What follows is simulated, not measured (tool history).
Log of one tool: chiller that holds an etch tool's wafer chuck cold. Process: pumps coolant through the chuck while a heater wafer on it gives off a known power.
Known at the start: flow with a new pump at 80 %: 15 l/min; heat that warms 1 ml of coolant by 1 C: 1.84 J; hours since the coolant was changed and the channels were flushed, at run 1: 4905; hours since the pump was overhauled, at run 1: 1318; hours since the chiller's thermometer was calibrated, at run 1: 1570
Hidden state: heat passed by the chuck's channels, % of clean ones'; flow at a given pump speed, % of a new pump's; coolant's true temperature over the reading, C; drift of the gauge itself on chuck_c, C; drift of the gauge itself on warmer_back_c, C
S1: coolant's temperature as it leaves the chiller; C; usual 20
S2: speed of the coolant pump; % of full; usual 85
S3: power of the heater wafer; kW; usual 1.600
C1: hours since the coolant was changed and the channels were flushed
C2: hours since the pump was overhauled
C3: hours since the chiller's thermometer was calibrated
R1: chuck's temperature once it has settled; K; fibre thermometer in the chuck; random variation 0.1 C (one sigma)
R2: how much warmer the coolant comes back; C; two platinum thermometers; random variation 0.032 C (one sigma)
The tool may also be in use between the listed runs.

Run 1, hour 0.0: usual settings; C1 4905; C2 1318; C3 1570. Result: R1 303.45 K, R2 3.34 C.
Run 2, hour 21.1: usual settings; C1 4926; C2 1340; C3 1591. Result: R1 303.25 K, R2 3.32 C.
Run 3, hour 59.4: usual settings; C1 4965; C2 1378; C3 1630. Result: R1 303.35 K, R2 3.39 C.
Run 4, hour 102.4: usual settings; C1 5008; C2 1421; C3 1673. Result: R1 303.15 K, R2 3.35 C.
Run 5, hour 126.2: usual settings; C1 5032; C2 1445; C3 1696. Result: R1 303.35 K, R2 3.34 C.
Run 6, hour 154.1: usual settings; C1 5059; C2 1473; C3 1724. Result: R1 303.45 K, R2 3.33 C.
Run 7, hour 178.1: usual settings; C1 5083; C2 1497; C3 1748. Result: R1 303.35 K, R2 3.28 C.
At hour 198.2: coolant changed, channels flushed.
Run 8, hour 206.0: usual settings; C1 8; C2 1518; C3 1770. Result: R1 302.45 K, R2 3.34 C.
Run 9, hour 237.7: usual settings but S3 1.183 kW; C1 40; C2 1550; C3 1802. Result: R1 299.85 K, R2 2.46 C.
Run 10, hour 273.3: usual settings but S3 1.183 kW; C1 75; C2 1586; C3 1838. Result: R1 300.35 K, R2 2.48 C.
Run 11, hour 314.2: usual settings but S1 12 C, S3 1.183 kW; C1 116; C2 1627; C3 1878. Result: R1 291.85 K, R2 2.49 C.
Run 12, hour 358.7: usual settings but S1 12 C, S3 1.183 kW; C1 161; C2 1671; C3 1923. Result: R1 291.95 K, R2 2.43 C.
Run 13, hour 392.0: usual settings but S2 78 % of full; C1 194; C2 1704; C3 1956. Result: R1 303.25 K, R2 3.70 C.
Run 14, hour 431.8: usual settings but S2 78 % of full; C1 234; C2 1744; C3 1996. Result: R1 303.55 K, R2 3.70 C.
Run 15, hour 468.6: usual settings but S1 22 C, S2 71 % of full, S3 1.058 kW; C1 270; C2 1781; C3 2033. Result: R1 302.55 K, R2 2.64 C.
Run 16, hour 513.0: usual settings but S1 22 C, S2 88 % of full, S3 1.282 kW; C1 315; C2 1825; C3 2077. Result: R1 302.45 K, R2 2.62 C.
Run 17, hour 536.7: usual settings but S1 15 C, S2 73 % of full, S3 1.230 kW; C1 338; C2 1849; C3 2101. Result: R1 296.45 K, R2 3.02 C.
Run 18, hour 557.8: usual settings but S1 12 C, S2 98 % of full, S3 0.833 kW; C1 360; C2 1870; C3 2122. Result: R1 289.45 K, R2 1.49 C.
Run 19, hour 580.5: usual settings but S1 12 C, S2 98 % of full, S3 0.833 kW; C1 382; C2 1893; C3 2145. Result: R1 289.45 K, R2 1.53 C.
Run 20, hour 622.8: usual settings but S1 12 C, S2 98 % of full, S3 0.833 kW; C1 425; C2 1935; C3 2187. Result: R1 289.25 K, R2 1.49 C.
Run 21, hour 668.9: usual settings but S1 21 C, S2 92 % of full, S3 1.378 kW; C1 471; C2 1981; C3 2233. Result: R1 301.75 K, R2 2.60 C.
Run 22, hour 712.2: usual settings but S2 73 % of full, S3 2.035 kW; C1 514; C2 2025; C3 2276. Result: R1 307.45 K, R2 5.07 C.
Run 23, hour 733.6: usual settings but S1 22 C, S2 82 % of full, S3 1.637 kW; C1 535; C2 2046; C3 2298. Result: R1 305.15 K, R2 3.60 C.
Run 24, hour 777.4: usual settings but S1 15 C, S2 99 % of full, S3 1.013 kW; C1 579; C2 2090; C3 2342. Result: R1 293.35 K, R2 1.77 C.
Run 25, hour 798.7: usual settings but S1 17 C, S3 1.412 kW; C1 601; C2 2111; C3 2363. Result: R1 298.55 K, R2 2.94 C.
Run 26, hour 818.7: usual settings but S1 17 C, S2 93 % of full, S3 1.980 kW; C1 621; C2 2131; C3 2383. Result: R1 300.95 K, R2 3.76 C.
Run 27, hour 865.1: usual settings but S1 26 C, S2 77 % of full, S3 1.618 kW; C1 667; C2 2178; C3 2429. Result: R1 309.85 K, R2 3.80 C.
Run 28, hour 890.5: usual settings but S1 18 C, S2 90 % of full, S3 0.805 kW; C1 692; C2 2203; C3 2455. Result: R1 295.65 K, R2 1.55 C.

Hidden state or all else? Some run-to-run changes of R1, split into what the settings, what came in and random variation would give without the hidden state, and what is left for the hidden state (with any gauge scatter that isn't in both results):
Run 7 -> 8: coolant changed, channels flushed. R1 -0.90 K: hidden state -0.80, all else -0.10.
Run 20 -> 21: S1 12 -> 21, S2 98 -> 92, S3 0.833 -> 1.378. R1 +12.50 K: hidden state +0.10, all else +12.40.
Run 21 -> 22: S1 21 -> 20, S2 92 -> 73, S3 1.378 -> 2.035. R1 +5.70 K: hidden state +0.30, all else +5.40.
Run 27 -> 28: S1 26 -> 18, S2 77 -> 90, S3 1.618 -> 0.805. R1 -14.20 K: hidden state -0.30, all else -13.90.

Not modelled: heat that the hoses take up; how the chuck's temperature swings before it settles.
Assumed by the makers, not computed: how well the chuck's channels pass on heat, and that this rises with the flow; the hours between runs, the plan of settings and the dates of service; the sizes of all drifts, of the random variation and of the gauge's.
